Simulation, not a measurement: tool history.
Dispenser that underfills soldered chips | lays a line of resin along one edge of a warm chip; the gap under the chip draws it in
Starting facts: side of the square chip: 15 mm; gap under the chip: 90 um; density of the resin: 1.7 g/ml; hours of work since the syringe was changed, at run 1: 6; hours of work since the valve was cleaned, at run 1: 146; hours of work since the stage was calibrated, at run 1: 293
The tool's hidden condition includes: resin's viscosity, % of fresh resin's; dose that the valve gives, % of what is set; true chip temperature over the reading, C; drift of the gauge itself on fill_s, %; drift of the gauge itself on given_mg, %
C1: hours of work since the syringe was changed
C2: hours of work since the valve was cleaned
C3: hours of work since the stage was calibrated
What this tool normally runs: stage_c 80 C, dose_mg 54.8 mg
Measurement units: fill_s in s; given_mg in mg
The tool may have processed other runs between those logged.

Run 1, hour 0: usual settings; C1 6; C2 146; C3 293. Result: fill_s 84.6 s, given_mg 49.71 mg.
At hour 3.9: new syringe of resin.
At hour 5.9: dispensing valve cleaned and set on the balance.
Run 2, hour 11.7: usual settings but dose_mg 55.1 mg; C1 5; C2 4; C3 301. Result: fill_s 76.5 s, given_mg 54.68 mg.
At hour 17.6: new syringe of resin.
Run 3, hour 24.7: usual settings but stage_c 70 C, dose_mg 55.1 mg; C1 5; C2 14; C3 310. Result: fill_s 115.3 s, given_mg 54.4 mg.
At hour 30.4: new syringe of resin.
Run 4, hour 36.6: usual settings but dose_mg 67.1 mg; C1 5; C2 22; C3 319. Result: fill_s 74.6 s, given_mg 66.17 mg.
At hour 42.9: new syringe of resin.
Run 5, hour 45: usual settings but dose_mg 67.1 mg; C1 2; C2 28; C3 325. Result: fill_s 64.7 s, given_mg 66.09 mg.
Run 6, hour 53.9: usual settings but dose_mg 67.1 mg; C1 8; C2 35; C3 331. Result: fill_s 87.4 s, given_mg 65.85 mg.
At hour 55.3: new syringe of resin.
Run 7, hour 60.7: usual settings but dose_mg 67.1 mg; C1 4; C2 40; C3 336. Result: fill_s 73.8 s, given_mg 65.72 mg.
At hour 68.1: new syringe of resin.
Run 8, hour 69.9: usual settings but dose_mg 67.1 mg; C1 1; C2 47; C3 343. Result: fill_s 63.1 s, given_mg 64.9 mg.
At hour 80.1: new syringe of resin.
Run 9, hour 82.1: usual settings but dose_mg 67.1 mg; C1 1; C2 55; C3 352. Result: fill_s 65.4 s, given_mg 64.95 mg.
Run 10, hour 89.7: usual settings but stage_c 89 C; C1 7; C2 61; C3 357. Result: fill_s 61.7 s, given_mg 53.05 mg.
At hour 92.1: new syringe of resin.
Run 11, hour 95.3: usual settings but stage_c 89 C; C1 2; C2 65; C3 361. Result: fill_s 51 s, given_mg 52.3 mg.
At hour 104.4: new syringe of resin.
Run 12, hour 104.4: usual settings but stage_c 89 C; C1 0; C2 72; C3 368. Result: fill_s 47.4 s, given_mg 52.2 mg.
Run 13, hour 113.7: usual settings but stage_c 89 C; C1 7; C2 78; C3 375. Result: fill_s 63.6 s, given_mg 52.38 mg.
At hour 116.5: new syringe of resin.
Run 14, hour 123.3: usual settings but stage_c 89 C; C1 5; C2 85; C3 382. Result: fill_s 55.8 s, given_mg 51.71 mg.
At hour 129: new syringe of resin.
Run 15, hour 136: usual settings but stage_c 89 C; C1 5; C2 95; C3 391. Result: fill_s 56.4 s, given_mg 51.43 mg.
At hour 140.9: new syringe of resin.
Run 16, hour 143.9: usual settings but stage_c 89 C; C1 2; C2 100; C3 396. Result: fill_s 51.5 s, given_mg 51.18 mg.
At hour 153.4: new syringe of resin.
Run 17, hour 156.3: usual settings but stage_c 89 C; C1 2; C2 109; C3 405. Result: fill_s 51.2 s, given_mg 50.72 mg.
Run 18, hour 163.4: usual settings but stage_c 92 C, dose_mg 48.5 mg; C1 7; C2 115; C3 411. Result: fill_s 58.5 s, given_mg 44.61 mg.
At hour 165.6: new syringe of resin.
Run 19, hour 174.9: usual settings but stage_c 92 C, dose_mg 59.8 mg; C1 7; C2 123; C3 419. Result: fill_s 54.8 s, given_mg 54.47 mg.
At hour 178.1: new syringe of resin.
Run 20, hour 186.9: usual settings but stage_c 92 C, dose_mg 59.8 mg; C1 7; C2 132; C3 428. Result: fill_s 54.1 s, given_mg 54.8 mg.
At hour 190.3: new syringe of resin.
Run 21, hour 193.1: usual settings but stage_c 67 C, dose_mg 54.1 mg; C1 2; C2 136; C3 432. Result: fill_s 119.5 s, given_mg 48.85 mg.
At hour 202.3: new syringe of resin.
Run 22, hour 204: usual settings but stage_c 67 C, dose_mg 54.1 mg; C1 1; C2 144; C3 440. Result: fill_s 116.1 s, given_mg 49.08 mg.
Run 23, hour 210.4: usual settings but stage_c 77 C, dose_mg 52.8 mg; C1 6; C2 149; C3 445. Result: fill_s 93.3 s, given_mg 47.8 mg.
At hour 213: dispensing valve cleaned and set on the balance.
At hour 215.3: new syringe of resin.
Run 24, hour 217.5: usual settings but stage_c 88 C, dose_mg 47.3 mg; C1 2; C2 3; C3 449. Result: fill_s 53.2 s, given_mg 46.86 mg.
At hour 226.2: stage's temperature calibrated.
At hour 228.3: new syringe of resin.
Run 25, hour 228.8: usual settings but stage_c 94 C, dose_mg 69.6 mg; C1 0; C2 11; C3 2. Result: fill_s 37.1 s, given_mg 69.1 mg.
Run 26, hour 237: usual settings but stage_c 88 C, dose_mg 63.5 mg; C1 7; C2 17; C3 8. Result: fill_s 57.9 s, given_mg 62.74 mg.
At hour 240.7: new syringe of resin.
Run 27, hour 246.3: usual settings but stage_c 88 C, dose_mg 63.5 mg; C1 4; C2 23; C3 15. Result: fill_s 51.7 s, given_mg 62.22 mg.
At hour 253: new syringe of resin.
Run 28, hour 258.6: usual settings but stage_c 88 C, dose_mg 70.6 mg; C1 4; C2 32; C3 23. Result: fill_s 51.8 s, given_mg 68.84 mg.
Run 29, hour 264.4: usual settings but stage_c 88 C, dose_mg 70.6 mg; C1 8; C2 37; C3 28. Result: fill_s 62.2 s, given_mg 68.81 mg.
At hour 265.6: new syringe of resin.
Run 30, hour 273.3: usual settings but stage_c 88 C, dose_mg 68.3 mg; C1 6; C2 43; C3 34. Result: fill_s 54.4 s, given_mg 66.36 mg.
At hour 278: new syringe of resin.
Run 31, hour 282.1: usual settings but stage_c 84 C, dose_mg 68.9 mg; C1 3; C2 49; C3 40. Result: fill_s 58.4 s, given_mg 66.17 mg.
Run 32, hour 287.2: usual settings but stage_c 84 C, dose_mg 55.5 mg; C1 7; C2 53; C3 44. Result: fill_s 68.6 s, given_mg 53.36 mg.
At hour 290.2: new syringe of resin.
Run 33, hour 297.1: usual settings but stage_c 84 C, dose_mg 50.3 mg; C1 5; C2 60; C3 51. Result: fill_s 65.5 s, given_mg 47.87 mg.
At hour 302.8: new syringe of resin.
Run 34, hour 306.9: usual settings but stage_c 92 C, dose_mg 65.5 mg; C1 3; C2 67; C3 58. Result: fill_s 43.6 s, given_mg 62.4 mg.

Each row is a separate what-if for the run after 34, all from the same tool condition, not one after another. Results?
At hour 314.8: new syringe of resin.
Run A, hour 316.9: usual settings but stage_c 89 C, dose_mg 65.5 mg; C1 2; C2 75; C3 66. Result: fill_s ?, given_mg ?.
At hour 314.8: new syringe of resin.
Run B, hour 316.9: usual settings but stage_c 68 C, dose_mg 55.2 mg; C1 2; C2 75; C3 66. Result: fill_s ?, given_mg ?.
At hour 314.8: new syringe of resin.
Run C, hour 316.9: usual settings but stage_c 94 C, dose_mg 47.4 mg; C1 2; C2 75; C3 66. Result: fill_s ?, given_mg ?.
At hour 314.8: new syringe of resin.
Run D, hour 316.9: usual settings but dose_mg 48.8 mg; C1 2; C2 75; C3 66. Result: fill_s ?, given_mg ?.

run  fill_s  given_mg
  A    45.8        62
  B   102.6     52.47
  C    40.5     45.16
  D    65.3     46.33
Take away the tool's hidden state, keep each run's random variation, and the runs would have read:
run  fill_s  given_mg
  A    42.7     65.41
  B    95.2     55.35
  C    37.3     47.65
  D    60.2     48.87

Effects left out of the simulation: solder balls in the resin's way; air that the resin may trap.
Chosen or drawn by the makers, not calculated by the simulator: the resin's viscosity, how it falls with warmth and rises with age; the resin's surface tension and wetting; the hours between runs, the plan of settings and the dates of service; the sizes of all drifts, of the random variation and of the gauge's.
